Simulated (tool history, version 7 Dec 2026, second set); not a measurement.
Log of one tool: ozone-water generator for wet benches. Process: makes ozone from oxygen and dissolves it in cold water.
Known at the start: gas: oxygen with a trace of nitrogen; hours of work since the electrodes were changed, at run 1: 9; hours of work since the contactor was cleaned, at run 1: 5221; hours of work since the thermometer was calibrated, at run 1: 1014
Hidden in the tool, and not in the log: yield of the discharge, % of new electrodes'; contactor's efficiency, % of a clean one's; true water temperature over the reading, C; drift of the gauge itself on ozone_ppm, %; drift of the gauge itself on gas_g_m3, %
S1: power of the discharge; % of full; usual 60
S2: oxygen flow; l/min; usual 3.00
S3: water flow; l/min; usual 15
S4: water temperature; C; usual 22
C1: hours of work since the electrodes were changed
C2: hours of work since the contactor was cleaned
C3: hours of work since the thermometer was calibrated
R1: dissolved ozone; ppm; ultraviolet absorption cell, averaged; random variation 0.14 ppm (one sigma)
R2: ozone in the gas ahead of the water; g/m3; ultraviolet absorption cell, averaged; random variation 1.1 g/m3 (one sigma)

| run | hour | S1 | S2 | S3 | S4 | C1 | C2 | C3 | R1 | R2 |
|---|---|---|---|---|---|---|---|---|---|---|
| 1 | 0.0 | 60 | 3.00 | 15 | 22 | 9 | 5221 | 1014 | 15.4 | 197.9 |
| 2 | 23.1 | 60 | 3.00 | 15 | 22 | 23 | 5235 | 1029 | 15.2 | 199.0 |
| 3 | 40.5 | 60 | 3.00 | 15 | 28 | 34 | 5246 | 1039 | 14.2 | 199.9 |
| 4 | 68.4 | 60 | 3.00 | 15 | 28 | 51 | 5263 | 1056 | 14.1 | 197.7 |
| 5 | 92.5 | 60 | 3.00 | 15 | 28 | 66 | 5278 | 1071 | 14.1 | 199.2 |
| 6 | 113.4 | 60 | 3.00 | 14 | 22 | 78 | 5291 | 1084 | 16.2 | 198.7 |
| 7 | 146.0 | 60 | 3.00 | 14 | 22 | 98 | 5311 | 1104 | 16.1 | 198.4 |
| 8 | 178.0 | 60 | 3.00 | 14 | 22 | 118 | 5331 | 1124 | 16.3 | 198.2 |
|  | 184.2 | contactor cleaned |
| 9 | 211.3 | 53 | 3.00 | 12 | 22 | 136 | 17 | 1142 | 15.9 | 180.0 |
| 10 | 232.6 | 97 | 3.00 | 12 | 22 | 149 | 30 | 1155 | 25.6 | 289.1 |
| 11 | 252.0 | 97 | 3.00 | 12 | 22 | 161 | 42 | 1167 | 25.4 | 286.7 |
| 12 | 274.6 | 56 | 3.00 | 17 | 22 | 175 | 55 | 1180 | 12.5 | 187.4 |
| 13 | 318.2 | 60 | 3.00 | 15 | 18 | 202 | 82 | 1207 | 15.5 | 197.8 |
| 14 | 353.4 | 42 | 1.92 | 18 | 24 | 223 | 104 | 1229 | 8.6 | 189.4 |
| 15 | 373.0 | 42 | 1.92 | 17 | 24 | 235 | 116 | 1241 | 9.2 | 187.8 |
|  | 392.2 | contactor cleaned, once more |
| 16 | 403.5 | 45 | 1.76 | 17 | 22 | 252 | 7 | 1257 | 10.8 | 208.0 |

5 ways to go on from here, each from the tool as it stands after run 16. What would each give?
| A | 444.2 | 60 | 3.00 | 12 | 16 | 277 | 32 | 1282 | ? | ? |
| B | 444.2 | 46 | 3.85 | 14 | 22 | 277 | 32 | 1282 | ? | ? |
| C | 444.2 | 44 | 3.00 | 12 | 19 | 277 | 32 | 1282 | ? | ? |
| D | 444.2 | 42 | 3.00 | 15 | 19 | 277 | 32 | 1282 | ? | ? |
| E | 444.2 | 60 | 3.00 | 15 | 19 | 277 | 32 | 1282 | ? | ? |

| run | R1 | R2 |
|---|---|---|
| A | 20.7 | 199.2 |
| B | 13.9 | 140.9 |
| C | 15.5 | 155.9 |
| D | 12.8 | 148.8 |
| E | 16.7 | 197.0 |
Without the tool's hidden state the same runs would have given:
| run | R1 | R2 |
|---|---|---|
| A | 20.9 | 200.0 |
| B | 14.0 | 141.4 |
| C | 15.6 | 156.4 |
| D | 12.9 | 149.3 |
| E | 16.8 | 197.9 |
